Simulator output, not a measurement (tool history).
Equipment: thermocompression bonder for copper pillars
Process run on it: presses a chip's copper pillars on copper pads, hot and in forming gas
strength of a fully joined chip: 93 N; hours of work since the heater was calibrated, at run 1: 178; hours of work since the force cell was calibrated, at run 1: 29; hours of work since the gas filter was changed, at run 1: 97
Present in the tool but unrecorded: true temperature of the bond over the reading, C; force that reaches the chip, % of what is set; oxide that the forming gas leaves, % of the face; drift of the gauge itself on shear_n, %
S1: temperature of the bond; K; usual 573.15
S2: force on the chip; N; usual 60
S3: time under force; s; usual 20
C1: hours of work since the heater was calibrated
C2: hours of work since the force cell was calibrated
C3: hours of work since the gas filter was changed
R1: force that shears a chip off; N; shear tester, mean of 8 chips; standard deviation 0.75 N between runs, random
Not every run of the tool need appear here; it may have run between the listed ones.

run   hour      S1  S2  S3   C1   C2   C3    R1
  1    0.0  573.15  60  20  178   29   97  53.5
  2   17.5  573.15  60  20  187   38  106  52.9
  3   29.9  573.15  60  20  192   44  112  53.4
  4   40.2  573.15  60  20  197   49  117  52.4
  5   49.5  544.15  60  20  202   53  121  39.2
  6   62.5  544.15  60  20  208   59  127  40.1
  7   73.9  582.15  60  20  214   65  133  56.4
  8   82.1  573.15  41  20  218   69  137  42.9
  9   91.4  545.15  60  20  222   73  141  40.1
 10  107.1  573.15  60  20  230   81  149  52.0
 11  120.4  578.15  60  20  236   87  155  51.6
 12  135.4  578.15  60  20  243   94  163  52.6
 13  148.7  578.15  60  20  250  101  169  52.5
 14  157.9  594.15  60  20  254  105  173  60.4
 15  168.2  594.15  60  20  259  110  178  60.4
 16  175.6  594.15  60  20  263  114  182  58.4
 17  187.2  552.15  40  21  268  119  188  34.4
 18  194.5  552.15  40  21  272  123  191  33.3
 19  211.2  573.15  86  13  280  131  199  50.6

Forecast each of these 4 alternatives for the next run:
  A  223.0  598.15  72  24  286  137  205   ?
  B  223.0  563.15  86  13  286  137  205   ?
  C  223.0  557.15  86  15  286  137  205   ?
  D  223.0  544.15  39  26  286  137  205   ?

run    R1
  A  66.0
  B  48.5
  C  46.3
  D  32.2
Without the tool's unlogged condition, the same runs would have read:
run    R1
  A  74.0
  B  54.8
  C  52.6
  D  36.9

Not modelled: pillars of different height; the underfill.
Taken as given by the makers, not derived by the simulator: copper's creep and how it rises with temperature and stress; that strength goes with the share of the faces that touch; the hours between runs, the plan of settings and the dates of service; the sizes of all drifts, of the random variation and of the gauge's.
